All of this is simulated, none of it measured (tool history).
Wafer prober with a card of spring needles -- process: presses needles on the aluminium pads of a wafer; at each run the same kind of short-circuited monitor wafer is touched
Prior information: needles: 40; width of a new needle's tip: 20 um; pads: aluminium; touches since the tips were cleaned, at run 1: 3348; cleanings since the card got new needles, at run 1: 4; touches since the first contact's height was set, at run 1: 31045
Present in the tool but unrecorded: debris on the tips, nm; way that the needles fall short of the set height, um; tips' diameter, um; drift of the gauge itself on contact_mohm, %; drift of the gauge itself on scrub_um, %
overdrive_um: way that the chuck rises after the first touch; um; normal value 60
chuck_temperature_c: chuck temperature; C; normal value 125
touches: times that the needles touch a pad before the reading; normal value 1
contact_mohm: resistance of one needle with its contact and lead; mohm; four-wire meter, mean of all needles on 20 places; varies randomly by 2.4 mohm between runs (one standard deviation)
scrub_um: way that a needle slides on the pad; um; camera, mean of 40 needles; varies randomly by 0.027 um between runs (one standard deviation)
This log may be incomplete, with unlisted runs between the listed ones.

run   hour  overdrive_um  chuck_temperature_c  touches  touches since the tips were cleaned  cleanings since the card got new needles  touches since the first contact's height was set  contact_mohm  scrub_um
  1    0.0            60                  125        1                                 3348                                         4                                             31045           280     16.10
  2    9.2            60                  125        1                                 4894                                         4                                             32591           281     16.12
      15.9  -- tips cleaned on abrasive film
  3   19.6            60                  125        1                                  619                                         5                                             34335           278     16.08
  4   26.4            60                  125        1                                 1760                                         5                                             35476           277     16.10
  5   30.9            60                  125        1                                 2516                                         5                                             36232           281     16.11
  6   39.1            60                  125        1                                 3907                                         5                                             37623           282     16.11
  7   46.0            60                  125        1                                 5062                                         5                                             38778           278     16.10
      51.7  -- tips cleaned on abrasive film
  8   51.9            60                  125        1                                   36                                         6                                             39761           284     16.12
  9   56.3            60                  118        1                                  778                                         6                                             40503           277     16.17
 10   60.7            60                  125        1                                 1519                                         6                                             41244           279     16.11
 11   65.0            60                  125        1                                 2250                                         6                                             41975           279     16.14
 12   72.4            60                  125        1                                 3492                                         6                                             43217           282     16.11
 13   78.5            68                  125        1                                 4526                                         6                                             44251           278     18.26
 14   83.8            68                  125        1                                 5410                                         6                                             45135           280     18.28
      87.4  -- tips cleaned on abrasive film
 15   89.3            68                  125        1                                  321                                         7                                             46051           276     18.29
 16   95.5            68                  125        1                                 1375                                         7                                             47105           278     18.29
 17   99.9            68                  125        1                                 2106                                         7                                             47836           276     18.29
 18  109.6            68                  125        1                                 3747                                         7                                             49477           277     18.26
 19  116.7            76                   61        3                                 4936                                         7                                             50666           256     20.50
 20  121.2            52                   26        1                                 5697                                         7                                             51427           255     13.98
     123.1  -- tips cleaned on abrasive film
 21  126.0            41                   50        1                                  493                                         8                                             52228           268     11.06
 22  132.2            42                   67        2                                 1542                                         8                                             53277           266     11.31
 23  139.7            60                   59        2                                 2797                                         8                                             54532           263     16.17
 24  144.6            60                   59        2                                 3625                                         8                                             55360           261     16.13
 25  152.6            40                   59        2                                 4977                                         8                                             56712           268     10.82
     158.7  -- tips cleaned on abrasive film
 26  161.3            57                   66        1                                  432                                         9                                             58160           265     15.39
 27  169.0            51                   44        1                                 1732                                         9                                             59460           261     13.78
 28  179.2            58                  100        1                                 3457                                         9                                             61185           275     15.67
 29  186.1            60                   70        1                                 4614                                         9                                             62342           265     16.19
 30  191.4            60                  125        2                                 5503                                         9                                             63231           279     16.16
     194.3  -- tips cleaned on abrasive film
 31  201.1            60                  125        1                                 1145                                        10                                             64860           281     16.20
 32  207.3            60                  125        1                                 2188                                        10                                             65903           280     16.22
 33  212.3            60                  125        1                                 3022                                        10                                             66737           282     16.18
 34  220.7            57                   71        1                                 4446                                        10                                             68161           267     15.35
 35  224.9            57                   71        1                                 5146                                        10                                             68861           267     15.41

Forecast each of these 3 alternatives for the next run:
     230.5  -- tips cleaned on abrasive film
  A  234.2            67                  125        2                                  629                                        11                                             70415             ?         ?
     230.5  -- tips cleaned on abrasive film
  B  234.2            51                   30        1                                  629                                        11                                             70415             ?         ?
     230.5  -- tips cleaned on abrasive film
  C  234.2            45                  125        1                                  629                                        11                                             70415             ?         ?

run  contact_mohm  scrub_um
  A           274     18.07
  B           257     13.78
  C           285     12.19
The same runs, with their run-to-run variation unchanged, on a tool lacking any hidden condition would have given:
run  contact_mohm  scrub_um
  A           274     17.90
  B           257     13.66
  C           285     12.08
